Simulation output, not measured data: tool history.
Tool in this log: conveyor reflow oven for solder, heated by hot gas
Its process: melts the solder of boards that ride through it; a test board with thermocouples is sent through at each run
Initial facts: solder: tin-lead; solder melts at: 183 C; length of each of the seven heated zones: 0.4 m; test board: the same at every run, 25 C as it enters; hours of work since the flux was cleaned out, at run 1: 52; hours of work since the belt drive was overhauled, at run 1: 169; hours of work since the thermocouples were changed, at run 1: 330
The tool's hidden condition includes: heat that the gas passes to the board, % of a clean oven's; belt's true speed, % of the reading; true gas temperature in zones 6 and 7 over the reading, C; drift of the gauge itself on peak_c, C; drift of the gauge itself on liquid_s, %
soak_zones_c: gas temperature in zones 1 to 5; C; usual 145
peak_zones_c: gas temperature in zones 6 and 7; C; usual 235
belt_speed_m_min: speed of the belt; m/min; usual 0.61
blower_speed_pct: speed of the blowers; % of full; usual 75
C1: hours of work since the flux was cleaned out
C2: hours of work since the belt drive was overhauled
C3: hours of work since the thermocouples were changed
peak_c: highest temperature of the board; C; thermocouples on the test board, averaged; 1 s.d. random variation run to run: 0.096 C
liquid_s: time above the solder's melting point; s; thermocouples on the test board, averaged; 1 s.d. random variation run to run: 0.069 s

{"run": 1, "hour": 0.0, "soak_zones_c": 145, "peak_zones_c": 235, "belt_speed_m_min": 0.61, "blower_speed_pct": 75, "C1": 52, "C2": 169, "C3": 330, "peak_c": 221.89, "liquid_s": 66}
{"run": 2, "hour": 8.8, "soak_zones_c": 145, "peak_zones_c": 235, "belt_speed_m_min": 0.61, "blower_speed_pct": 75, "C1": 57, "C2": 174, "C3": 335, "peak_c": 221.78, "liquid_s": 65.95}
{"run": 3, "hour": 20.8, "soak_zones_c": 145, "peak_zones_c": 235, "belt_speed_m_min": 0.61, "blower_speed_pct": 75, "C1": 63, "C2": 180, "C3": 341, "peak_c": 221.57, "liquid_s": 65.99}
{"run": 4, "hour": 27.6, "soak_zones_c": 145, "peak_zones_c": 235, "belt_speed_m_min": 0.623, "blower_speed_pct": 75, "C1": 67, "C2": 184, "C3": 345, "peak_c": 221.23, "liquid_s": 64.12}
{"run": 5, "hour": 43.1, "soak_zones_c": 143, "peak_zones_c": 235, "belt_speed_m_min": 0.623, "blower_speed_pct": 75, "C1": 75, "C2": 192, "C3": 353, "peak_c": 220.99, "liquid_s": 63}
{"run": 6, "hour": 50.4, "soak_zones_c": 143, "peak_zones_c": 235, "belt_speed_m_min": 0.623, "blower_speed_pct": 75, "C1": 79, "C2": 196, "C3": 357, "peak_c": 221.01, "liquid_s": 63.26}
{"run": 7, "hour": 57.7, "soak_zones_c": 143, "peak_zones_c": 235, "belt_speed_m_min": 0.623, "blower_speed_pct": 75, "C1": 83, "C2": 200, "C3": 361, "peak_c": 220.94, "liquid_s": 63.06}
{"run": 8, "hour": 69.8, "soak_zones_c": 143, "peak_zones_c": 235, "belt_speed_m_min": 0.623, "blower_speed_pct": 75, "C1": 89, "C2": 206, "C3": 367, "peak_c": 220.9, "liquid_s": 63.13}
{"run": 9, "hour": 81.4, "soak_zones_c": 145, "peak_zones_c": 235, "belt_speed_m_min": 0.61, "blower_speed_pct": 58, "C1": 95, "C2": 212, "C3": 373, "peak_c": 218.65, "liquid_s": 62.93}
{"run": 10, "hour": 93.6, "soak_zones_c": 145, "peak_zones_c": 235, "belt_speed_m_min": 0.61, "blower_speed_pct": 58, "C1": 102, "C2": 219, "C3": 380, "peak_c": 218.56, "liquid_s": 63.02}
{"run": 11, "hour": 107.1, "soak_zones_c": 145, "peak_zones_c": 236, "belt_speed_m_min": 0.61, "blower_speed_pct": 75, "C1": 109, "C2": 226, "C3": 387, "peak_c": 222.44, "liquid_s": 66.4}
{"run": 12, "hour": 122.9, "soak_zones_c": 145, "peak_zones_c": 234, "belt_speed_m_min": 0.61, "blower_speed_pct": 75, "C1": 117, "C2": 234, "C3": 395, "peak_c": 220.85, "liquid_s": 65.11}
{"run": 13, "hour": 133.1, "soak_zones_c": 145, "peak_zones_c": 224, "belt_speed_m_min": 0.61, "blower_speed_pct": 75, "C1": 123, "C2": 240, "C3": 401, "peak_c": 211.73, "liquid_s": 58.75}
{"run": 14, "hour": 145.6, "soak_zones_c": 145, "peak_zones_c": 224, "belt_speed_m_min": 0.61, "blower_speed_pct": 75, "C1": 130, "C2": 247, "C3": 407, "peak_c": 211.77, "liquid_s": 58.73}
{"run": 15, "hour": 157.5, "soak_zones_c": 152, "peak_zones_c": 224, "belt_speed_m_min": 0.61, "blower_speed_pct": 75, "C1": 136, "C2": 253, "C3": 413, "peak_c": 212.52, "liquid_s": 62.66}
{"run": 16, "hour": 164.2, "soak_zones_c": 145, "peak_zones_c": 226, "belt_speed_m_min": 0.61, "blower_speed_pct": 75, "C1": 139, "C2": 256, "C3": 417, "peak_c": 213.43, "liquid_s": 59.97}
{"run": 17, "hour": 177.7, "soak_zones_c": 145, "peak_zones_c": 226, "belt_speed_m_min": 0.61, "blower_speed_pct": 75, "C1": 147, "C2": 264, "C3": 424, "peak_c": 213.36, "liquid_s": 60.04}
{"run": 18, "hour": 189.3, "soak_zones_c": 145, "peak_zones_c": 226, "belt_speed_m_min": 0.61, "blower_speed_pct": 75, "C1": 153, "C2": 270, "C3": 430, "peak_c": 213.4, "liquid_s": 59.93}
{"run": 19, "hour": 197.0, "soak_zones_c": 145, "peak_zones_c": 230, "belt_speed_m_min": 0.61, "blower_speed_pct": 51, "C1": 157, "C2": 274, "C3": 434, "peak_c": 212.38, "liquid_s": 57.62}
{"run": 20, "hour": 204.3, "soak_zones_c": 145, "peak_zones_c": 230, "belt_speed_m_min": 0.61, "blower_speed_pct": 51, "C1": 161, "C2": 278, "C3": 438, "peak_c": 212.35, "liquid_s": 57.46}
{"run": 21, "hour": 216.1, "soak_zones_c": 145, "peak_zones_c": 230, "belt_speed_m_min": 0.61, "blower_speed_pct": 51, "C1": 167, "C2": 284, "C3": 445, "peak_c": 212.35, "liquid_s": 57.57}
{"run": 22, "hour": 228.6, "soak_zones_c": 159, "peak_zones_c": 225, "belt_speed_m_min": 0.534, "blower_speed_pct": 68, "C1": 174, "C2": 291, "C3": 451, "peak_c": 216.08, "liquid_s": 79.02}
{"run": 23, "hour": 243.1, "soak_zones_c": 145, "peak_zones_c": 226, "belt_speed_m_min": 0.61, "blower_speed_pct": 75, "C1": 181, "C2": 298, "C3": 459, "peak_c": 213.33, "liquid_s": 59.88}
{"run": 24, "hour": 256.3, "soak_zones_c": 145, "peak_zones_c": 226, "belt_speed_m_min": 0.61, "blower_speed_pct": 75, "C1": 188, "C2": 305, "C3": 466, "peak_c": 213.21, "liquid_s": 59.96}
{"run": 25, "hour": 269.4, "soak_zones_c": 145, "peak_zones_c": 235, "belt_speed_m_min": 0.61, "blower_speed_pct": 74, "C1": 195, "C2": 312, "C3": 473, "peak_c": 220.94, "liquid_s": 65.53}
{"run": 26, "hour": 278.1, "soak_zones_c": 147, "peak_zones_c": 243, "belt_speed_m_min": 0.61, "blower_speed_pct": 75, "C1": 200, "C2": 317, "C3": 477, "peak_c": 228.62, "liquid_s": 70.78}
{"run": 27, "hour": 287.5, "soak_zones_c": 156, "peak_zones_c": 230, "belt_speed_m_min": 0.627, "blower_speed_pct": 87, "C1": 205, "C2": 322, "C3": 482, "peak_c": 219.2, "liquid_s": 67.39}
{"run": 28, "hour": 302.0, "soak_zones_c": 156, "peak_zones_c": 230, "belt_speed_m_min": 0.627, "blower_speed_pct": 87, "C1": 212, "C2": 329, "C3": 490, "peak_c": 219.12, "liquid_s": 67.33}
{"run": 29, "hour": 312.3, "soak_zones_c": 145, "peak_zones_c": 235, "belt_speed_m_min": 0.61, "blower_speed_pct": 70, "C1": 218, "C2": 335, "C3": 496, "peak_c": 220.24, "liquid_s": 64.79}
{"run": 30, "hour": 321.7, "soak_zones_c": 145, "peak_zones_c": 235, "belt_speed_m_min": 0.61, "blower_speed_pct": 70, "C1": 223, "C2": 340, "C3": 501, "peak_c": 220.24, "liquid_s": 64.71}
{"run": 31, "hour": 336.6, "soak_zones_c": 155, "peak_zones_c": 248, "belt_speed_m_min": 0.61, "blower_speed_pct": 75, "C1": 231, "C2": 348, "C3": 508, "peak_c": 234.29, "liquid_s": 76.53}
{"run": 32, "hour": 350.7, "soak_zones_c": 158, "peak_zones_c": 223, "belt_speed_m_min": 0.61, "blower_speed_pct": 75, "C1": 238, "C2": 355, "C3": 516, "peak_c": 212.27, "liquid_s": 65.35}

Measured less the same run without the tool's hidden state. The same run-to-run variation is in both; the gauge's scatter may not be:
run=1 peak_c=-1.48 liquid_s=-0.7
run=2 peak_c=-1.5 liquid_s=-0.7
run=3 peak_c=-1.52 liquid_s=-0.72
run=4 peak_c=-1.54 liquid_s=-0.74
run=5 peak_c=-1.59 liquid_s=-0.79
run=6 peak_c=-1.61 liquid_s=-0.81
run=7 peak_c=-1.63 liquid_s=-0.82
run=8 peak_c=-1.65 liquid_s=-0.82
run=9 peak_c=-1.6 liquid_s=-0.93
run=10 peak_c=-1.62 liquid_s=-0.94
run=11 peak_c=-1.74 liquid_s=-0.8
run=12 peak_c=-1.77 liquid_s=-0.87
run=13 peak_c=-1.75 liquid_s=-1.26
run=14 peak_c=-1.78 liquid_s=-1.29
run=15 peak_c=-1.78 liquid_s=-1.14
run=16 peak_c=-1.84 liquid_s=-1.23
run=17 peak_c=-1.87 liquid_s=-1.25
run=18 peak_c=-1.9 liquid_s=-1.28
run=19 peak_c=-1.78 liquid_s=-1.36
run=20 peak_c=-1.8 liquid_s=-1.37
run=21 peak_c=-1.83 liquid_s=-1.39
run=22 peak_c=-1.88 liquid_s=-0.91
run=23 peak_c=-2.04 liquid_s=-1.38
run=24 peak_c=-2.07 liquid_s=-1.4
run=25 peak_c=-2.14 liquid_s=-1.03
run=26 peak_c=-2.2 liquid_s=-0.72
run=27 peak_c=-2.14 liquid_s=-0.87
run=28 peak_c=-2.17 liquid_s=-0.88
run=29 peak_c=-2.22 liquid_s=-1.12
run=30 peak_c=-2.25 liquid_s=-1.13
run=31 peak_c=-2.31 liquid_s=-0.44
run=32 peak_c=-2.17 liquid_s=-1.28
